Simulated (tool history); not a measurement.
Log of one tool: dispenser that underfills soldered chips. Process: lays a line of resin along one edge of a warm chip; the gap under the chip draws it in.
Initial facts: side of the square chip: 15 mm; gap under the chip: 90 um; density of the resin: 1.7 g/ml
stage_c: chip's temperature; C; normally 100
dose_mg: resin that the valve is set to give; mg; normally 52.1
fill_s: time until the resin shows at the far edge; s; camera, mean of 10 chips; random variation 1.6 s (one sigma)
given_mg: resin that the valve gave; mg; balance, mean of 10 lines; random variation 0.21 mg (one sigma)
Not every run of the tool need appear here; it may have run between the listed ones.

run	hour	stage_c	dose_mg	fill_s	given_mg
1	0	100	52.1	208.8	48.16
# hour 1.2: new syringe of resin
2	3.8	100	52.1	176	48.36
3	8.5	100	52.1	198.3	48.3
# hour 11.6: new syringe of resin
4	13	100	65.8	160.8	60.78
5	16.1	93	65.8	225.7	60.66
6	20.4	100	49.7	211.4	45.35
# hour 21.9: new syringe of resin
7	23.8	100	49.7	167.5	45.25
8	29.4	100	49.7	197.8	45.24
9	31.8	100	49.7	211.3	45.13
# hour 32.5: new syringe of resin
10	35.2	100	49.7	174	45.19
11	37.8	100	49.7	186.9	45
12	41.5	95	49.7	252.4	44.85
# hour 42.8: new syringe of resin
13	46.4	95	49.7	215.2	44.74
14	50.6	95	49.7	241.9	44.52
# hour 53.3: new syringe of resin
15	53.3	100	52.1	165.8	46.76
16	58.7	100	57	189.2	51.11
# hour 63.7: new syringe of resin
17	64.2	100	57	157.8	50.92
# hour 66.8: dispensing valve cleaned and set on the balance
18	69	89	55.4	256.2	55.37
19	72.5	86	51.8	317.8	51.78
# hour 75: new syringe of resin
20	75.9	88	65.1	248	64.85
21	78.5	88	65.1	265.2	64.17
22	81.2	88	65.1	281.1	64.73
23	84.4	88	65.1	316.9	64.36
# hour 85.2: new syringe of resin
24	87.1	104	45.4	145.4	44.81
25	91.5	104	45.4	167.4	44.92
26	94.7	104	45.4	185.6	44.76
# hour 95.7: new syringe of resin
27	97.6	113	51	106.9	50.14
28	101.6	87	56.5	302	54.9
# hour 105.9: new syringe of resin
29	107	100	46.1	171.2	45.02

What if the next run were any one of these 4? Each begins from the tool's condition after run 29:
A	111.7	97	65.9	?	?
B	111.7	106	55	?	?
C	111.7	113	62.6	?	?
D	111.7	94	46.1	?	?

run	fill_s	given_mg
A	206.2	64.18
B	152.1	53.38
C	118.7	60.65
D	238	44.9
Had the tool no hidden state, the same runs would have come out as:
run	fill_s	given_mg
A	169.9	65.84
B	125.1	54.76
C	97.8	62.22
D	195	46.06
